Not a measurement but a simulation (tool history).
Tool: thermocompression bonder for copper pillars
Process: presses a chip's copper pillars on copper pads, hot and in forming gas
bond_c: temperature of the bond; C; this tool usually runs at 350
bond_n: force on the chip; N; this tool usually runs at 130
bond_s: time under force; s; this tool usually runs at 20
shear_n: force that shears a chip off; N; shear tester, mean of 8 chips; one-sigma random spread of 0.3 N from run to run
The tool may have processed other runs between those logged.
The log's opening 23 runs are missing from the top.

run,hour,bond_c,bond_n,bond_s,hours of work since the heater was calibrated,hours of work since the force cell was calibrated,hours of work since the gas filter was changed,shear_n
24,152.0,355,163,20,643,190,209,101.9
25,160.2,336,158,39,648,195,214,101.1
26,166.9,353,158,15,652,199,218,91.2
27,174.3,353,158,15,657,204,223,90.3
# hour 176.3: force cell calibrated
28,179.9,350,130,14,659,2,225,75.9
29,184.8,344,167,11,662,5,228,77.7
30,192.5,346,175,20,667,10,233,97.3
31,201.1,363,160,15,673,15,238,99.3
# hour 204.7: force cell calibrated, once more
32,211.5,363,160,15,678,4,244,99.7
33,215.8,363,160,15,681,7,247,99.4
34,221.8,331,160,15,685,11,250,71.5
35,230.8,331,184,20,690,16,256,87.0
36,238.4,328,153,22,695,21,261,77.0
37,244.0,328,153,22,698,24,264,76.7
38,252.1,336,107,22,703,29,269,65.7
39,259.7,336,107,22,708,34,274,65.5

Below are 5 alternative next runs, each starting from the tool's condition after run 39. Predict each:
A,265.0,335,138,22,711,37,277,?
B,265.0,350,144,31,711,37,277,?
C,265.0,336,147,22,711,37,277,?
D,265.0,350,130,11,711,37,277,?
E,265.0,350,130,15,711,37,277,?

run,shear_n
A,77.4
B,101.9
C,81.3
D,70.1
E,77.4
Without the tool's hidden state the same runs would have given:
run,shear_n
A,77.9
B,103.4
C,82.0
D,70.5
E,78.0

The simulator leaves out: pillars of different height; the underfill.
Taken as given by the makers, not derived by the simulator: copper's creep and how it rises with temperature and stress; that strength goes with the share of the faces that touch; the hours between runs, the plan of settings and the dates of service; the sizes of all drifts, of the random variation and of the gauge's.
